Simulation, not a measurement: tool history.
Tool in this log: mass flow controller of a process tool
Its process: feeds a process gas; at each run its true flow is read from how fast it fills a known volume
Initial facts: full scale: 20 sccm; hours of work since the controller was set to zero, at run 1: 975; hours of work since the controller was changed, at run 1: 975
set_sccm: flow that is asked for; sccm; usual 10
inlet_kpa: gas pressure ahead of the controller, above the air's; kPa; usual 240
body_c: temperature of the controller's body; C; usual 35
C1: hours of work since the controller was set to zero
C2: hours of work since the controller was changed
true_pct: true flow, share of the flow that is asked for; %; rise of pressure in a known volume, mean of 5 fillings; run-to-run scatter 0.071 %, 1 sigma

{"run": 1, "hour": 0.0, "set_sccm": 10, "inlet_kpa": 240, "body_c": 35, "C1": 975, "C2": 975, "true_pct": 99.42}
{"run": 2, "hour": 510.0, "set_sccm": 10, "inlet_kpa": 240, "body_c": 35, "C1": 1219, "C2": 1219, "true_pct": 99.53}
{"run": 3, "hour": 1008.5, "set_sccm": 10, "inlet_kpa": 240, "body_c": 39, "C1": 1457, "C2": 1457, "true_pct": 99.26}
{"run": 4, "hour": 1358.9, "set_sccm": 10, "inlet_kpa": 240, "body_c": 35, "C1": 1624, "C2": 1624, "true_pct": 99.44}
{"run": 5, "hour": 1741.2, "set_sccm": 10, "inlet_kpa": 240, "body_c": 35, "C1": 1807, "C2": 1807, "true_pct": 99.43}
{"run": 6, "hour": 2199.0, "set_sccm": 10, "inlet_kpa": 240, "body_c": 35, "C1": 2025, "C2": 2025, "true_pct": 99.62}
{"run": 7, "hour": 2476.4, "set_sccm": 10, "inlet_kpa": 240, "body_c": 35, "C1": 2158, "C2": 2158, "true_pct": 99.5}
{"run": 8, "hour": 3020.0, "set_sccm": 10, "inlet_kpa": 240, "body_c": 35, "C1": 2417, "C2": 2417, "true_pct": 99.64}
{"run": 9, "hour": 3506.3, "set_sccm": 10, "inlet_kpa": 240, "body_c": 35, "C1": 2650, "C2": 2650, "true_pct": 99.42}
{"run": 10, "hour": 3914.6, "set_sccm": 10, "inlet_kpa": 240, "body_c": 28, "C1": 2845, "C2": 2845, "true_pct": 99.76}
{"run": 11, "hour": 4297.7, "set_sccm": 10, "inlet_kpa": 240, "body_c": 28, "C1": 3028, "C2": 3028, "true_pct": 99.74}
{"run": 12, "hour": 4582.6, "set_sccm": 10, "inlet_kpa": 240, "body_c": 28, "C1": 3163, "C2": 3163, "true_pct": 99.86}
{"run": 13, "hour": 5128.8, "set_sccm": 6, "inlet_kpa": 160, "body_c": 37, "C1": 3424, "C2": 3424, "true_pct": 98.96}
{"run": 14, "hour": 5454.3, "set_sccm": 4, "inlet_kpa": 172, "body_c": 22, "C1": 3580, "C2": 3580, "true_pct": 99.42}
{"run": 15, "hour": 5871.6, "set_sccm": 3, "inlet_kpa": 202, "body_c": 33, "C1": 3779, "C2": 3779, "true_pct": 98.95}
{"run": 16, "hour": 6323.9, "set_sccm": 7, "inlet_kpa": 240, "body_c": 22, "C1": 3995, "C2": 3995, "true_pct": 99.83}
{"run": 17, "hour": 6661.1, "set_sccm": 4, "inlet_kpa": 240, "body_c": 22, "C1": 4156, "C2": 4156, "true_pct": 99.67}
{"run": 18, "hour": 7159.4, "set_sccm": 18, "inlet_kpa": 208, "body_c": 28, "C1": 4394, "C2": 4394, "true_pct": 99.87}
{"run": 19, "hour": 7564.2, "set_sccm": 9, "inlet_kpa": 184, "body_c": 28, "C1": 4587, "C2": 4587, "true_pct": 99.42}
{"run": 20, "hour": 7956.1, "set_sccm": 10, "inlet_kpa": 186, "body_c": 29, "C1": 4774, "C2": 4774, "true_pct": 99.48}
{"run": 21, "hour": 8496.9, "set_sccm": 10, "inlet_kpa": 146, "body_c": 35, "C1": 5032, "C2": 5032, "true_pct": 98.93}
{"run": 22, "hour": 8733.9, "set_sccm": 10, "inlet_kpa": 146, "body_c": 35, "C1": 5146, "C2": 5146, "true_pct": 99.08}
{"run": 23, "hour": 9174.6, "set_sccm": 10, "inlet_kpa": 146, "body_c": 22, "C1": 5356, "C2": 5356, "true_pct": 99.5}
{"run": 24, "hour": 9512.3, "set_sccm": 18, "inlet_kpa": 248, "body_c": 35, "C1": 5517, "C2": 5517, "true_pct": 99.77}

Branching from run 24: 5 alternative next runs. What would each branch give?
{"run": "A", "hour": 9779.4, "set_sccm": 10, "inlet_kpa": 240, "body_c": 26, "C1": 5645, "C2": 5645, "true_pct": "?"}
{"run": "B", "hour": 9779.4, "set_sccm": 18, "inlet_kpa": 166, "body_c": 39, "C1": 5645, "C2": 5645, "true_pct": "?"}
{"run": "C", "hour": 9779.4, "set_sccm": 3, "inlet_kpa": 199, "body_c": 35, "C1": 5645, "C2": 5645, "true_pct": "?"}
{"run": "D", "hour": 9779.4, "set_sccm": 3, "inlet_kpa": 219, "body_c": 35, "C1": 5645, "C2": 5645, "true_pct": "?"}
{"run": "E", "hour": 9779.4, "set_sccm": 8, "inlet_kpa": 147, "body_c": 33, "C1": 5645, "C2": 5645, "true_pct": "?"}

run=A true_pct=99.69
run=B true_pct=99.17
run=C true_pct=99.01
run=D true_pct=99.16
run=E true_pct=99.08
The same runs, with their run-to-run variation unchanged, on a tool lacking any hidden condition would have given:
run=A true_pct=99.70
run=B true_pct=99.17
run=C true_pct=99.03
run=D true_pct=99.18
run=E true_pct=99.09

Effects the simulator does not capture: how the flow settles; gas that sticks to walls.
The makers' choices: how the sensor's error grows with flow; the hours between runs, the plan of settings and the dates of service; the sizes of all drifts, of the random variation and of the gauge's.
